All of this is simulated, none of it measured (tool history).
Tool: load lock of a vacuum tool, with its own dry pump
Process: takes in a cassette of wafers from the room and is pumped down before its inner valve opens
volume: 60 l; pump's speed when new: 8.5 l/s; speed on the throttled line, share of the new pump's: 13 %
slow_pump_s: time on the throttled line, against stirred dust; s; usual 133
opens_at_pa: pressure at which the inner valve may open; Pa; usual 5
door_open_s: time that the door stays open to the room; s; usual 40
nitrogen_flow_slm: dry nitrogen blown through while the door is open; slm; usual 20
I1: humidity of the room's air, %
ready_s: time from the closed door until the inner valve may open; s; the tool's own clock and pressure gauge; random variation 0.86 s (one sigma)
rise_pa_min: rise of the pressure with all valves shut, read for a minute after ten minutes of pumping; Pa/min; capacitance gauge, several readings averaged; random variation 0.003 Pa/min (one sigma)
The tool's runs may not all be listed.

run 1 hour=0.0 | slow_pump_s=133 opens_at_pa=5 door_open_s=40 nitrogen_flow_slm=20 | I1=43.4 | ready_s=191.7 rise_pa_min=0.066
run 2 hour=157.6 | slow_pump_s=133 opens_at_pa=5 door_open_s=40 nitrogen_flow_slm=20 | I1=46.4 | ready_s=190.0 rise_pa_min=0.068
run 3 hour=302.7 | slow_pump_s=133 opens_at_pa=5 door_open_s=40 nitrogen_flow_slm=20 | I1=48.0 | ready_s=191.8 rise_pa_min=0.066
run 4 hour=384.5 | slow_pump_s=133 opens_at_pa=5 door_open_s=40 nitrogen_flow_slm=20 | I1=44.5 | ready_s=192.0 rise_pa_min=0.073
run 5 hour=532.3 | slow_pump_s=133 opens_at_pa=5 door_open_s=232 nitrogen_flow_slm=20 | I1=42.9 | ready_s=190.9 rise_pa_min=0.105
run 6 hour=664.6 | slow_pump_s=133 opens_at_pa=5 door_open_s=232 nitrogen_flow_slm=20 | I1=47.6 | ready_s=192.5 rise_pa_min=0.103
run 7 hour=756.4 | slow_pump_s=133 opens_at_pa=5 door_open_s=40 nitrogen_flow_slm=20 | I1=41.0 | ready_s=193.6 rise_pa_min=0.084
run 8 hour=901.8 | slow_pump_s=133 opens_at_pa=5 door_open_s=40 nitrogen_flow_slm=20 | I1=47.9 | ready_s=193.2 rise_pa_min=0.086
run 9 hour=1064.0 | slow_pump_s=133 opens_at_pa=5 door_open_s=82 nitrogen_flow_slm=20 | I1=44.6 | ready_s=192.1 rise_pa_min=0.092
run 10 hour=1139.1 | slow_pump_s=133 opens_at_pa=5 door_open_s=238 nitrogen_flow_slm=20 | I1=43.6 | ready_s=194.0 rise_pa_min=0.112
run 11 hour=1305.2 | slow_pump_s=133 opens_at_pa=5 door_open_s=238 nitrogen_flow_slm=20 | I1=45.8 | ready_s=194.3 rise_pa_min=0.120
run 12 hour=1462.2 | slow_pump_s=133 opens_at_pa=5 door_open_s=238 nitrogen_flow_slm=20 | I1=46.1 | ready_s=193.5 rise_pa_min=0.117
run 13 hour=1580.2 | slow_pump_s=133 opens_at_pa=5 door_open_s=40 nitrogen_flow_slm=20 | I1=45.9 | ready_s=194.1 rise_pa_min=0.098
run 14 hour=1714.0 | slow_pump_s=133 opens_at_pa=5 door_open_s=40 nitrogen_flow_slm=20 | I1=48.2 | ready_s=194.9 rise_pa_min=0.103
run 15 hour=1873.8 | slow_pump_s=133 opens_at_pa=5 door_open_s=40 nitrogen_flow_slm=20 | I1=44.3 | ready_s=193.9 rise_pa_min=0.111
run 16 hour=2011.0 | slow_pump_s=71 opens_at_pa=4 door_open_s=40 nitrogen_flow_slm=15 | I1=44.0 | ready_s=143.4 rise_pa_min=0.118
run 17 hour=2093.8 | slow_pump_s=204 opens_at_pa=8 door_open_s=184 nitrogen_flow_slm=15 | I1=45.2 | ready_s=251.5 rise_pa_min=0.136
run 18 hour=2251.6 | slow_pump_s=212 opens_at_pa=5 door_open_s=40 nitrogen_flow_slm=20 | I1=47.7 | ready_s=260.8 rise_pa_min=0.118
run 19 hour=2378.6 | slow_pump_s=78 opens_at_pa=5 door_open_s=40 nitrogen_flow_slm=30 | I1=47.0 | ready_s=148.2 rise_pa_min=0.113
run 20 hour=2503.9 | slow_pump_s=78 opens_at_pa=5 door_open_s=40 nitrogen_flow_slm=30 | I1=46.6 | ready_s=148.1 rise_pa_min=0.110
run 21 hour=2607.9 | slow_pump_s=132 opens_at_pa=5 door_open_s=121 nitrogen_flow_slm=30 | I1=48.6 | ready_s=193.6 rise_pa_min=0.133
run 22 hour=2705.9 | slow_pump_s=132 opens_at_pa=5 door_open_s=53 nitrogen_flow_slm=4 | I1=43.9 | ready_s=194.4 rise_pa_min=0.151
run 23 hour=2818.8 | slow_pump_s=73 opens_at_pa=5 door_open_s=53 nitrogen_flow_slm=4 | I1=44.1 | ready_s=144.0 rise_pa_min=0.161
run 24 hour=2982.9 | slow_pump_s=229 opens_at_pa=5 door_open_s=53 nitrogen_flow_slm=4 | I1=45.6 | ready_s=277.9 rise_pa_min=0.164
run 25 hour=3106.7 | slow_pump_s=252 opens_at_pa=9 door_open_s=156 nitrogen_flow_slm=5 | I1=48.6 | ready_s=294.3 rise_pa_min=0.190
run 26 hour=3268.9 | slow_pump_s=190 opens_at_pa=8 door_open_s=135 nitrogen_flow_slm=39 | I1=44.9 | ready_s=240.7 rise_pa_min=0.141
run 27 hour=3403.8 | slow_pump_s=190 opens_at_pa=8 door_open_s=135 nitrogen_flow_slm=39 | I1=43.7 | ready_s=241.4 rise_pa_min=0.142

Forecast each of these 5 alternatives for the next run:
run A hour=3567.7 | slow_pump_s=133 opens_at_pa=10 door_open_s=40 nitrogen_flow_slm=20 | I1=47.1 | ready_s=? rise_pa_min=?
run B hour=3567.7 | slow_pump_s=133 opens_at_pa=8 door_open_s=40 nitrogen_flow_slm=20 | I1=46.6 | ready_s=? rise_pa_min=?
run C hour=3567.7 | slow_pump_s=190 opens_at_pa=7 door_open_s=93 nitrogen_flow_slm=5 | I1=48.3 | ready_s=? rise_pa_min=?
run D hour=3567.7 | slow_pump_s=129 opens_at_pa=5 door_open_s=27 nitrogen_flow_slm=20 | I1=46.2 | ready_s=? rise_pa_min=?
run E hour=3567.7 | slow_pump_s=90 opens_at_pa=5 door_open_s=66 nitrogen_flow_slm=20 | I1=44.3 | ready_s=? rise_pa_min=?

run=A ready_s=192.7 rise_pa_min=0.154
run=B ready_s=194.6 rise_pa_min=0.152
run=C ready_s=243.1 rise_pa_min=0.191
run=D ready_s=193.6 rise_pa_min=0.145
run=E ready_s=162.1 rise_pa_min=0.158
Without the tool's hidden state the same runs would have given:
run=A ready_s=183.1 rise_pa_min=0.021
run=B ready_s=184.7 rise_pa_min=0.021
run=C ready_s=234.4 rise_pa_min=0.060
run=D ready_s=182.8 rise_pa_min=0.014
run=E ready_s=150.3 rise_pa_min=0.027

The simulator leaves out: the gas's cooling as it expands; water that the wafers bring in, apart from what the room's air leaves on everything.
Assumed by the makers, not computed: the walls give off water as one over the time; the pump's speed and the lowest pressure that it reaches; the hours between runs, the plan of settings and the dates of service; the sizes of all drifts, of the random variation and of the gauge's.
